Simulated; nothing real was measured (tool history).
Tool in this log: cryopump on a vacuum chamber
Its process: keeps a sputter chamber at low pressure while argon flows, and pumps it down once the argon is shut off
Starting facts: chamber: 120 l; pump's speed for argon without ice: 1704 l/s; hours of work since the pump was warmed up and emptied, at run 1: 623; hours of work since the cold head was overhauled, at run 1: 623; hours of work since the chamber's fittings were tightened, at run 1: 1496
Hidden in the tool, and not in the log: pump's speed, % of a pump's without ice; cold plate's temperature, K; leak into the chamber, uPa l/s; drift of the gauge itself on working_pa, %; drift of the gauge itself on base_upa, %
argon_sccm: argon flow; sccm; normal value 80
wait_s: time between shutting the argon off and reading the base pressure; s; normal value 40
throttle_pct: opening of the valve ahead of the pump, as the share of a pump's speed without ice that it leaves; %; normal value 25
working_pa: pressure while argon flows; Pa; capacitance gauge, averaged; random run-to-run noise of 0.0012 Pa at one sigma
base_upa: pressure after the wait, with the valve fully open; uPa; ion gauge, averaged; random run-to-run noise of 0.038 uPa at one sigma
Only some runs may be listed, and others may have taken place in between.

| run | hour | argon_sccm | wait_s | throttle_pct | hours of work since the pump was warmed up and emptied | hours of work since the cold head was overhauled | hours of work since the chamber's fittings were tightened | working_pa | base_upa |
|---|---|---|---|---|---|---|---|---|---|
| 1 | 0 | 80 | 40 | 25 | 623 | 623 | 1496 | 0.3265 | 3.46 |
| 2 | 32 | 80 | 40 | 25 | 639 | 639 | 1512 | 0.3255 | 3.3 |
| 3 | 55 | 80 | 40 | 25 | 651 | 651 | 1524 | 0.3273 | 3.49 |
| 4 | 76.9 | 80 | 40 | 25 | 662 | 662 | 1535 | 0.3272 | 3.35 |
| 5 | 112.7 | 80 | 40 | 25 | 680 | 680 | 1553 | 0.3269 | 3.52 |
| 6 | 144.7 | 80 | 40 | 25 | 696 | 696 | 1569 | 0.3247 | 3.5 |
| 7 | 180.7 | 80 | 40 | 25 | 714 | 714 | 1587 | 0.3265 | 3.46 |
| 8 | 208.6 | 158 | 40 | 25 | 728 | 728 | 1601 | 0.6419 | 3.38 |
| 9 | 243.5 | 158 | 40 | 25 | 745 | 745 | 1618 | 0.6409 | 3.55 |
| 10 | 261.3 | 80 | 116 | 25 | 754 | 754 | 1627 | 0.3284 | 2.22 |
| 11 | 289.5 | 80 | 40 | 25 | 768 | 768 | 1642 | 0.3284 | 3.5 |
| 12 | 317.4 | 80 | 40 | 25 | 782 | 782 | 1656 | 0.325 | 3.63 |
| 13 | 335.9 | 80 | 40 | 22 | 792 | 792 | 1665 | 0.3693 | 3.68 |
| 14 | 370.6 | 80 | 40 | 48 | 809 | 809 | 1682 | 0.1755 | 3.63 |
| 15 | 396.4 | 80 | 40 | 48 | 822 | 822 | 1695 | 0.1764 | 3.6 |
| 16 | 425.1 | 93 | 213 | 18 | 836 | 836 | 1709 | 0.5261 | 1.99 |
| 17 | 452.3 | 93 | 174 | 23 | 850 | 850 | 1723 | 0.4113 | 2.1 |
| 18 | 486.2 | 62 | 174 | 51 | 867 | 867 | 1740 | 0.1299 | 2.13 |
| 19 | 519.3 | 62 | 166 | 36 | 883 | 883 | 1757 | 0.1794 | 2.11 |
| 20 | 543.3 | 122 | 32 | 36 | 895 | 895 | 1769 | 0.3537 | 4.13 |
| 21 | 569.4 | 80 | 65 | 25 | 909 | 909 | 1782 | 0.3308 | 2.87 |
| 22 | 588.5 | 79 | 65 | 25 | 918 | 918 | 1791 | 0.3254 | 2.91 |
| 23 | 616.6 | 140 | 46 | 25 | 932 | 932 | 1805 | 0.578 | 3.42 |
| 24 | 633 | 71 | 40 | 26 | 940 | 940 | 1814 | 0.2783 | 3.8 |
| 25 | 664.1 | 67 | 116 | 59 | 956 | 956 | 1829 | 0.1229 | 2.44 |

5 options for the next run, each taken on its own from the tool as it stands now. Forecast them:
| A | 690 | 80 | 40 | 16 | 969 | 969 | 1842 | ? | ? |
| B | 690 | 56 | 40 | 25 | 969 | 969 | 1842 | ? | ? |
| C | 690 | 134 | 21 | 18 | 969 | 969 | 1842 | ? | ? |
| D | 690 | 78 | 204 | 50 | 969 | 969 | 1842 | ? | ? |
| E | 690 | 37 | 23 | 59 | 969 | 969 | 1842 | ? | ? |

| run | working_pa | base_upa |
|---|---|---|
| A | 0.5056 | 3.73 |
| B | 0.2328 | 3.63 |
| C | 0.7594 | 5.63 |
| D | 0.1669 | 2.15 |
| E | 0.0677 | 5.19 |
The same runs, with their run-to-run variation unchanged, on a tool lacking any hidden condition would have given:
| run | working_pa | base_upa |
|---|---|---|
| A | 0.4932 | 2.17 |
| B | 0.224 | 2.1 |
| C | 0.7385 | 4.04 |
| D | 0.1547 | 0.57 |
| E | 0.0619 | 3.63 |

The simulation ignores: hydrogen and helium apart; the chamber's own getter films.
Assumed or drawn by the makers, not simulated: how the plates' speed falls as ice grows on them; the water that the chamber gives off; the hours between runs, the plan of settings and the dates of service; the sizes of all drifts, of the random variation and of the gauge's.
